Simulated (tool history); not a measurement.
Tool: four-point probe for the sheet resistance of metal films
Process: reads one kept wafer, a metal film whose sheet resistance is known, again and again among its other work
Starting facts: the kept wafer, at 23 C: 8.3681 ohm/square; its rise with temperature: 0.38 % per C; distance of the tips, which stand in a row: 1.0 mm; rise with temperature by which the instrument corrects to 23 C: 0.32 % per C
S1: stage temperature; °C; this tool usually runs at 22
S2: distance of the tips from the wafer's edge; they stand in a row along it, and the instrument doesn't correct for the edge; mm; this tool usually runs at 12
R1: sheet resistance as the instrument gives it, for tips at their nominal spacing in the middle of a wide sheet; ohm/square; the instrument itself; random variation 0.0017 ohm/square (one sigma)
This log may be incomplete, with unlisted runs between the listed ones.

run 1 day=0 | S1=22 S2=12 | R1=8.316738
run 2 day=0.55 | S1=22 S2=12 | R1=8.318559
run 3 day=1.317 | S1=22 S2=12 | R1=8.315781
run 4 day=2.021 | S1=22 S2=11 | R1=8.32567
run 5 day=2.492 | S1=22 S2=11 | R1=8.321448
run 6 day=3.092 | S1=22 S2=11 | R1=8.323555
run 7 day=3.692 | S1=22 S2=11 | R1=8.324561
run 8 day=4.583 | S1=22 S2=48 | R1=8.286065
-- day=4.671 stage's thermometer calibrated
run 9 day=5.45 | S1=28 S2=12 | R1=8.344715
run 10 day=6.279 | S1=22 S2=12 | R1=8.318522
run 11 day=6.971 | S1=29 S2=22 | R1=8.32508
run 12 day=7.354 | S1=20 S2=13 | R1=8.302941
run 13 day=8.092 | S1=18 S2=23 | R1=8.27615
run 14 day=8.729 | S1=33 S2=5 | R1=8.510176
-- day=8.817 stage's thermometer calibrated, once more
run 15 day=9.338 | S1=20 S2=55 | R1=8.280528
run 16 day=10.154 | S1=20 S2=55 | R1=8.27747
run 17 day=10.642 | S1=20 S2=19 | R1=8.291465
run 18 day=11.258 | S1=34 S2=28 | R1=8.347608
run 19 day=11.9 | S1=34 S2=68 | R1=8.3425
run 20 day=12.779 | S1=22 S2=38 | R1=8.289511

Predict each of these 5 candidate next runs independently; none follows another, all start after run 20:
run A day=13.608 | S1=22 S2=16 | R1=?
run B day=13.608 | S1=22 S2=28 | R1=?
run C day=13.608 | S1=33 S2=12 | R1=?
run D day=13.608 | S1=20 S2=50 | R1=?
run E day=13.608 | S1=20 S2=60 | R1=?

run=A R1=8.305106
run=B R1=8.294921
run=C R1=8.371342
run=D R1=8.279773
run=E R1=8.27983
What these runs would have given with no unlogged condition in the tool:
run=A R1=8.380247
run=B R1=8.369977
run=C R1=8.446909
run=D R1=8.354726
run=E R1=8.354783
